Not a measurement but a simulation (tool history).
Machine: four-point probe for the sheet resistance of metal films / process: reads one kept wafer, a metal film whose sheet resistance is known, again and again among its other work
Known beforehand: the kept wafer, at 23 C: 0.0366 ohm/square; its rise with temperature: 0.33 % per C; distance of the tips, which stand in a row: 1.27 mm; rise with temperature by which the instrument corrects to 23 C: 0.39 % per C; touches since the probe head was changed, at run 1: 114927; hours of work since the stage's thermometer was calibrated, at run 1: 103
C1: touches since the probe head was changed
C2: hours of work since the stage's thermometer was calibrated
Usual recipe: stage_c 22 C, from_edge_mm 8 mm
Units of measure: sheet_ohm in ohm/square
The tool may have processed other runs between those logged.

Run 1, day 0.000: usual settings; C1 114927; C2 103. Result: sheet_ohm 0.037776 ohm/square.
Run 2, day 1.217: usual settings but stage_c 19 C; C1 115916; C2 115. Result: sheet_ohm 0.037835 ohm/square.
Run 3, day 2.612: usual settings but stage_c 19 C; C1 117056; C2 129. Result: sheet_ohm 0.037858 ohm/square.
Run 4, day 4.450: usual settings but stage_c 19 C; C1 118551; C2 147. Result: sheet_ohm 0.037863 ohm/square.
Run 5, day 6.275: usual settings but stage_c 19 C; C1 120038; C2 165. Result: sheet_ohm 0.037863 ohm/square.
Run 6, day 7.312: usual settings; C1 120883; C2 175. Result: sheet_ohm 0.037800 ohm/square.
Run 7, day 9.088: usual settings but from_edge_mm 6 mm; C1 122328; C2 193. Result: sheet_ohm 0.038188 ohm/square.
Run 8, day 10.292: usual settings but from_edge_mm 6 mm; C1 123307; C2 205. Result: sheet_ohm 0.038215 ohm/square.
Run 9, day 11.062: usual settings but from_edge_mm 6 mm; C1 123935; C2 213. Result: sheet_ohm 0.038191 ohm/square.
Run 10, day 12.788: usual settings but from_edge_mm 6 mm; C1 125340; C2 230. Result: sheet_ohm 0.038200 ohm/square.
At day 13.333: new probe head fitted.
Run 11, day 13.958: usual settings; C1 508; C2 241. Result: sheet_ohm 0.037039 ohm/square.
At day 14.117: stage's thermometer calibrated.
Run 12, day 15.067: usual settings but from_edge_mm 23 mm; C1 1393; C2 9. Result: sheet_ohm 0.036638 ohm/square.
Run 13, day 16.129: usual settings; C1 2261; C2 20. Result: sheet_ohm 0.037066 ohm/square.
Run 14, day 16.904: usual settings; C1 2892; C2 28. Result: sheet_ohm 0.037074 ohm/square.
Run 15, day 17.929: usual settings; C1 3726; C2 38. Result: sheet_ohm 0.037077 ohm/square.
Run 16, day 18.746: usual settings; C1 4390; C2 46. Result: sheet_ohm 0.037080 ohm/square.
Run 17, day 20.000: usual settings but from_edge_mm 29 mm; C1 5413; C2 58. Result: sheet_ohm 0.036642 ohm/square.
At day 20.433: stage's thermometer calibrated, once more.
Run 18, day 20.871: usual settings but from_edge_mm 29 mm; C1 6104; C2 4. Result: sheet_ohm 0.036596 ohm/square.
Run 19, day 22.312: usual settings but stage_c 33 C; C1 7278; C2 19. Result: sheet_ohm 0.036823 ohm/square.
Run 20, day 23.675: usual settings but stage_c 30 C, from_edge_mm 5 mm; C1 8387; C2 32. Result: sheet_ohm 0.037648 ohm/square.
Run 21, day 25.125: usual settings but stage_c 30 C, from_edge_mm 5 mm; C1 9569; C2 46. Result: sheet_ohm 0.037633 ohm/square.
Run 22, day 26.529: usual settings but stage_c 30 C, from_edge_mm 5 mm; C1 10713; C2 60. Result: sheet_ohm 0.037641 ohm/square.
Run 23, day 28.217: usual settings but stage_c 30 C, from_edge_mm 18 mm; C1 12087; C2 77. Result: sheet_ohm 0.036528 ohm/square.
Run 24, day 29.783: usual settings but stage_c 19 C, from_edge_mm 22 mm; C1 13363; C2 93. Result: sheet_ohm 0.036733 ohm/square.
Run 25, day 31.200: usual settings but stage_c 19 C, from_edge_mm 22 mm; C1 14516; C2 107. Result: sheet_ohm 0.036730 ohm/square.
Run 26, day 32.617: usual settings but stage_c 20 C, from_edge_mm 11 mm; C1 15672; C2 121. Result: sheet_ohm 0.036945 ohm/square.
Run 27, day 33.921: usual settings but stage_c 28 C, from_edge_mm 7 mm; C1 16732; C2 134. Result: sheet_ohm 0.037141 ohm/square.
Run 28, day 35.388: usual settings but stage_c 28 C, from_edge_mm 7 mm; C1 17929; C2 148. Result: sheet_ohm 0.037147 ohm/square.
Run 29, day 36.862: usual settings but stage_c 24 C, from_edge_mm 15 mm; C1 19131; C2 163. Result: sheet_ohm 0.036744 ohm/square.
Run 30, day 38.533: usual settings but stage_c 18 C, from_edge_mm 4 mm; C1 20491; C2 179. Result: sheet_ohm 0.038622 ohm/square.
Run 31, day 39.871: usual settings but from_edge_mm 9 mm; C1 21579; C2 193. Result: sheet_ohm 0.037031 ohm/square.
Run 32, day 41.333: usual settings but stage_c 21 C, from_edge_mm 40 mm; C1 22770; C2 207. Result: sheet_ohm 0.036701 ohm/square.
Run 33, day 43.208: usual settings but stage_c 33 C, from_edge_mm 7 mm; C1 24296; C2 226. Result: sheet_ohm 0.037072 ohm/square.
Run 34, day 44.038: usual settings but stage_c 18 C, from_edge_mm 13 mm; C1 24972; C2 234. Result: sheet_ohm 0.036939 ohm/square.

Alternative continuations, all from the tool just after run 34; predict every row:
Run A, day 45.533: usual settings but stage_c 19 C, from_edge_mm 57 mm; C1 26192; C2 249. Result: sheet_ohm ?.
Run B, day 45.533: usual settings but stage_c 32 C, from_edge_mm 29 mm; C1 26192; C2 249. Result: sheet_ohm ?.
Run C, day 45.533: usual settings but stage_c 34 C, from_edge_mm 4 mm; C1 26192; C2 249. Result: sheet_ohm ?.

run  sheet_ohm
  A   0.036758
  B   0.036506
  C   0.038296
With no hidden state in the tool, these same runs would have given:
run  sheet_ohm
  A   0.036704
  B   0.036453
  C   0.038241

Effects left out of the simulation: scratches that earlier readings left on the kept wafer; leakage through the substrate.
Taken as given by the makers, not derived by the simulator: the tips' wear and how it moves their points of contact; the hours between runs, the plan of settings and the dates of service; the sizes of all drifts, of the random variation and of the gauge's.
